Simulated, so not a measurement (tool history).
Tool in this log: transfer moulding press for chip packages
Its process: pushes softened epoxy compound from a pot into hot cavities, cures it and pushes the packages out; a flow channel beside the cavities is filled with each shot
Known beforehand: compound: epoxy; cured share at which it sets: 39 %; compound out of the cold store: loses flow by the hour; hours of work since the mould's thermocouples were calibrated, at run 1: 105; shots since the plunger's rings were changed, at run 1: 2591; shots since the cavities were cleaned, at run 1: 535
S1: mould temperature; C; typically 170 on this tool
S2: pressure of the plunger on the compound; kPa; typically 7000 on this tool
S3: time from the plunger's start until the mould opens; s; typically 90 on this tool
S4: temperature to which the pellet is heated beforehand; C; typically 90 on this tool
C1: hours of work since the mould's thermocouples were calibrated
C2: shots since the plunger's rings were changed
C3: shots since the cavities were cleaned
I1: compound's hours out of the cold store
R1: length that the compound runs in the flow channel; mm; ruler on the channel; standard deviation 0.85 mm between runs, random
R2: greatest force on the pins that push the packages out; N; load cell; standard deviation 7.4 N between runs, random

run     day   S1    S2   S3  S4   C1    C2   C3    I1     R1   R2
  1       0  170  7000   90  90  105  2591  535  18.6  518.9  559
      0.262  -- cavities cleaned with cleaning compound and waxed
      2.508  -- cavities cleaned with cleaning compound and waxed
  2   3.379  170  7000   90  90  151  3479  238  41.6  482.3  470
      4.604  -- cavities cleaned with cleaning compound and waxed
      6.767  -- plunger's sealing rings changed
      6.829  -- cavities cleaned with cleaning compound and waxed
  3   6.904  170  7000   90  90  197    21   21  15.8  527.3  356
  4   8.754  170  7000   90  90  223   525  525  38.3    496  538
        9.1  -- cavities cleaned with cleaning compound and waxed
     11.467  -- cavities cleaned with cleaning compound and waxed
  5  12.371  175  7000   90  90  272  1478  247  39.4  480.3  413
     13.567  -- cavities cleaned with cleaning compound and waxed
  6  14.729  170  7000   90  99  305  2104  317  22.2  511.7  501
     15.704  -- cavities cleaned with cleaning compound and waxed
  7  17.225  170  7000   90  99  339  2768  415  26.9  503.2  513
     17.875  -- cavities cleaned with cleaning compound and waxed
  8  19.254  170  7000   71  90  366  3304  376  45.1  479.1  801
     20.146  -- cavities cleaned with cleaning compound and waxed
  9  21.042  170  7000   71  90  391  3775  245  28.8  498.9  737
     22.342  -- cavities cleaned with cleaning compound and waxed
     23.233  -- plunger's sealing rings changed
 10  24.079  170  7000   90  90  431   230  445  29.1  509.9  525
     24.667  -- cavities cleaned with cleaning compound and waxed
     26.783  -- cavities cleaned with cleaning compound and waxed
 11  27.904  170  7000   90  90  483  1240  306  30.4  505.5  498
     29.088  -- cavities cleaned with cleaning compound and waxed
 12  30.167  170  7000   90  90  514  1840  295  20.5  516.8  494
     31.325  -- cavities cleaned with cleaning compound and waxed
 13  32.421  170  8540   90  96  545  2438  300  29.9  554.4  514
     33.433  -- cavities cleaned with cleaning compound and waxed
     35.558  -- cavities cleaned with cleaning compound and waxed
 14  35.558  170  7000  128  95  587  3260    0  23.2  509.2  280
     37.796  -- cavities cleaned with cleaning compound and waxed
 15  38.279  170  7000  101  90  625  3985  132  46.7  476.4  384
     39.621  -- plunger's sealing rings changed
     40.046  -- cavities cleaned with cleaning compound and waxed
 16  41.546  166  7000   82  90  668   508  410  27.4  524.4  907
     42.179  -- cavities cleaned with cleaning compound and waxed
      42.85  -- mould's thermocouples calibrated
     44.379  -- cavities cleaned with cleaning compound and waxed
 17  44.379  165  5230   82  97   21  1223    0  43.7  429.7  490
     46.654  -- cavities cleaned with cleaning compound and waxed
 18  47.125  165  5230   82  97   58  1956  129  47.2  424.1  655
     48.729  -- cavities cleaned with cleaning compound and waxed
 19  49.979  165  5230  121  97   98  2717  341  29.9  442.3  428
     50.867  -- cavities cleaned with cleaning compound and waxed
 20  52.858  163  8170   94  88  137  3485  543  33.8  551.5  800
     53.229  -- cavities cleaned with cleaning compound and waxed
     55.471  -- cavities cleaned with cleaning compound and waxed
     56.254  -- plunger's sealing rings changed
 21  56.567  163  8170   94  88  186    85  270  45.3  548.4  685
     57.675  -- cavities cleaned with cleaning compound and waxed
     59.771  -- cavities cleaned with cleaning compound and waxed
 22    59.8  174  8170   94  99  230   933    7  20.3  548.1  280
 23  61.738  174  5690   94  97  257  1461  535  47.7    424  457

Estimate the outcome of run 24 from the log above:
     62.117  -- cavities cleaned with cleaning compound and waxed
 24  63.679  174  5690  94  97  283  1973  425  17.7   ?   ?

R1: 458.9 mm
R2: 439 N
The same run, on a tool lacking any hidden state, would have yielded R1 463.9 mm, R2 278 N.
